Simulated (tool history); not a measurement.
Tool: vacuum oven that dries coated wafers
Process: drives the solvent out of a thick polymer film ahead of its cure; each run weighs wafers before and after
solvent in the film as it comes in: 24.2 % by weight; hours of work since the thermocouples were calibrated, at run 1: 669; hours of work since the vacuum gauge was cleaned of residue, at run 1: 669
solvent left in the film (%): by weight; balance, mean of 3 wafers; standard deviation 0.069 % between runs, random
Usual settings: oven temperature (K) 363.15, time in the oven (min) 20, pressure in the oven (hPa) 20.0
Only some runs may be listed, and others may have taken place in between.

| run | hour | oven temperature (K) | time in the oven (min) | pressure in the oven (hPa) | hours of work since the thermocouples were calibrated | hours of work since the vacuum gauge was cleaned of residue | solvent left in the film (%) |
|---|---|---|---|---|---|---|---|
| 1 | 0.0 | 363.15 | 20 | 20.0 | 669 | 669 | 5.14 |
| 2 | 34.1 | 363.15 | 20 | 25.1 | 688 | 688 | 5.58 |
| 3 | 52.6 | 363.15 | 20 | 25.1 | 698 | 698 | 5.67 |
| 4 | 83.7 | 363.15 | 20 | 25.1 | 716 | 716 | 5.71 |
| 5 | 107.6 | 363.15 | 20 | 51.6 | 729 | 729 | 7.52 |
| 6 | 138.1 | 363.15 | 20 | 51.6 | 746 | 746 | 7.58 |
| 7 | 176.4 | 363.15 | 20 | 51.6 | 767 | 767 | 7.57 |
| 8 | 207.7 | 363.15 | 20 | 51.6 | 784 | 784 | 7.77 |
| 9 | 238.6 | 363.15 | 20 | 51.6 | 802 | 802 | 7.78 |
| 10 | 264.0 | 363.15 | 20 | 51.6 | 816 | 816 | 7.67 |
| 11 | 286.0 | 363.15 | 20 | 20.0 | 828 | 828 | 5.24 |
| 12 | 316.4 | 363.15 | 20 | 20.0 | 845 | 845 | 5.30 |
| 13 | 338.5 | 363.15 | 20 | 20.0 | 857 | 857 | 5.32 |
| 14 | 358.0 | 363.15 | 20 | 20.0 | 868 | 868 | 5.27 |
|  | 368.0 | oven's thermocouples calibrated |
| 15 | 396.1 | 369.15 | 20 | 20.0 | 16 | 888 | 3.11 |
| 16 | 418.6 | 369.15 | 20 | 20.0 | 28 | 901 | 3.24 |
| 17 | 441.6 | 369.15 | 20 | 20.0 | 41 | 913 | 3.18 |
| 18 | 468.9 | 363.15 | 20 | 20.0 | 56 | 928 | 4.76 |
| 19 | 492.0 | 363.15 | 20 | 20.0 | 69 | 941 | 4.83 |
| 20 | 514.3 | 375.15 | 16 | 51.5 | 81 | 954 | 4.50 |
| 21 | 543.0 | 361.15 | 16 | 51.5 | 97 | 970 | 8.89 |
| 22 | 571.1 | 366.15 | 16 | 39.6 | 113 | 985 | 6.29 |
| 23 | 586.8 | 366.15 | 16 | 39.6 | 122 | 994 | 6.49 |
| 24 | 610.3 | 371.15 | 16 | 48.4 | 135 | 1007 | 5.36 |
| 25 | 629.4 | 363.15 | 24 | 20.0 | 145 | 1018 | 4.02 |
| 26 | 653.4 | 363.15 | 10 | 12.4 | 159 | 1031 | 8.98 |
| 27 | 690.1 | 356.15 | 21 | 12.9 | 179 | 1051 | 6.48 |
| 28 | 727.2 | 377.15 | 12 | 12.9 | 200 | 1072 | 3.53 |
| 29 | 751.0 | 360.15 | 23 | 14.7 | 213 | 1085 | 4.63 |
| 30 | 777.1 | 350.15 | 11 | 10.3 | 227 | 1100 | 12.61 |
| 31 | 801.0 | 378.15 | 13 | 10.3 | 241 | 1113 | 2.71 |
| 32 | 837.3 | 378.15 | 33 | 10.3 | 261 | 1133 | 0.64 |
| 33 | 864.8 | 354.15 | 18 | 63.5 | 276 | 1148 | 12.73 |
| 34 | 900.9 | 354.15 | 18 | 63.5 | 296 | 1168 | 12.68 |
| 35 | 928.1 | 354.15 | 18 | 63.5 | 311 | 1184 | 12.51 |
| 36 | 953.1 | 354.15 | 18 | 63.5 | 325 | 1197 | 12.71 |
| 37 | 983.6 | 354.15 | 18 | 63.5 | 342 | 1214 | 12.43 |
| 38 | 999.8 | 365.15 | 23 | 31.2 | 351 | 1223 | 4.52 |

Hidden condition of the tool, last listed run before each entry between runs versus first listed run after:
After run 14, before run 15: oven's thermocouples calibrated (hour 368.0)
  true wafer temperature over the reading, C: -1.6 -> 0.11; true pressure over the reading, kPa: 0.1 -> 0.103
  what was measured, less what the result would be without the hidden state, solvent left in the film (%): +0.57 -> +0.04
